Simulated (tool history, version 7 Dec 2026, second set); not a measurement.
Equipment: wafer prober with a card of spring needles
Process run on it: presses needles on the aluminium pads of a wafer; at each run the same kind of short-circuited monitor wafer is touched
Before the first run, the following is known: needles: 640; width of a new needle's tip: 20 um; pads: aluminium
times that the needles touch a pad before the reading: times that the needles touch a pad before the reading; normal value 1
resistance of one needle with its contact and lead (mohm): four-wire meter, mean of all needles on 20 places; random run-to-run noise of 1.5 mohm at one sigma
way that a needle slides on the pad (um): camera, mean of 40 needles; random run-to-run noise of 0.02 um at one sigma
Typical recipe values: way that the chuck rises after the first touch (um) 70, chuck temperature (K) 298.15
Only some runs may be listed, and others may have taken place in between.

run,day,way that the chuck rises after the first touch (um),chuck temperature (K),times that the needles touch a pad before the reading,resistance of one needle with its contact and lead (mohm),way that a needle slides on the pad (um)
1,0,70,298.15,1,213,13.68
# day 0.129: tips cleaned on abrasive film
# day 0.45: tips cleaned on abrasive film
# day 0.767: tips cleaned on abrasive film
# day 1.083: tips cleaned on abrasive film
2,1.212,70,298.15,1,208,13.61
# day 1.4: tips cleaned on abrasive film
# day 1.654: tips cleaned on abrasive film
# day 1.971: tips cleaned on abrasive film
# day 2.292: tips cleaned on abrasive film
3,2.292,70,298.15,1,144,13.56
# day 2.554: tips cleaned on abrasive film
# day 2.871: tips cleaned on abrasive film
# day 3.192: tips cleaned on abrasive film
# day 3.504: tips cleaned on abrasive film
4,3.504,70,387.15,1,159,13.47
# day 3.821: tips cleaned on abrasive film
# day 4.142: tips cleaned on abrasive film
# day 4.458: tips cleaned on abrasive film
# day 4.533: height of the first contact set anew
5,4.675,70,387.15,1,227,13.83
# day 4.742: tips cleaned on abrasive film
# day 5.062: tips cleaned on abrasive film
# day 5.375: tips cleaned on abrasive film
# day 5.696: tips cleaned on abrasive film
6,5.938,70,387.15,1,237,13.83
# day 6.004: tips cleaned on abrasive film
# day 6.321: tips cleaned on abrasive film
# day 6.604: tips cleaned on abrasive film
7,6.604,52,387.15,1,171,10.18
# day 6.917: tips cleaned on abrasive film
# day 7.233: tips cleaned on abrasive film
8,7.462,70,298.15,1,238,13.71
# day 7.533: tips cleaned on abrasive film
# day 7.85: tips cleaned on abrasive film
# day 8.167: tips cleaned on abrasive film
# day 8.488: tips cleaned on abrasive film
9,8.675,70,298.15,1,231,13.67
# day 8.804: tips cleaned on abrasive film
# day 9.121: tips cleaned on abrasive film
# day 9.442: tips cleaned on abrasive film
# day 9.696: tips cleaned on abrasive film
# day 10.017: tips cleaned on abrasive film
10,10.117,70,298.15,1,203,13.59
# day 10.304: tips cleaned on abrasive film
# day 10.625: tips cleaned on abrasive film
# day 10.942: tips cleaned on abrasive film
# day 11.262: tips cleaned on abrasive film
# day 11.517: tips cleaned on abrasive film
11,11.575,70,298.15,2,175,13.58
# day 11.825: tips cleaned on abrasive film
# day 12.138: tips cleaned on abrasive film
# day 12.454: tips cleaned on abrasive film
# day 12.771: tips cleaned on abrasive film
12,12.825,70,298.15,2,169,13.49
# day 13.079: tips cleaned on abrasive film
# day 13.396: tips cleaned on abrasive film
# day 13.712: tips cleaned on abrasive film
# day 13.792: height of the first contact set anew
13,13.792,70,298.15,2,170,13.87
# day 14.046: tips cleaned on abrasive film
# day 14.358: tips cleaned on abrasive film
# day 14.679: tips cleaned on abrasive film
14,14.867,70,298.15,2,199,13.87
# day 14.938: tips cleaned on abrasive film
# day 15.254: tips cleaned on abrasive film
# day 15.571: tips cleaned on abrasive film
15,15.817,65,347.15,1,265,12.82
# day 15.883: tips cleaned on abrasive film
# day 16.204: tips cleaned on abrasive film
# day 16.521: tips cleaned on abrasive film
# day 16.838: tips cleaned on abrasive film
16,16.933,65,347.15,1,214,12.75
# day 17.125: tips cleaned on abrasive film
# day 17.446: tips cleaned on abrasive film
17,17.662,71,302.15,3,171,13.91

Run 18 comes next. What will it give?
# day 17.729: tips cleaned on abrasive film
# day 18.046: tips cleaned on abrasive film
# day 18.367: tips cleaned on abrasive film
18,18.558,68,302.15,2,?,?

resistance of one needle with its contact and lead (mohm): 203
way that a needle slides on the pad (um): 13.26
With no hidden state in the tool, this same run would have given resistance of one needle with its contact and lead (mohm) 140, way that a needle slides on the pad (um) 13.48.
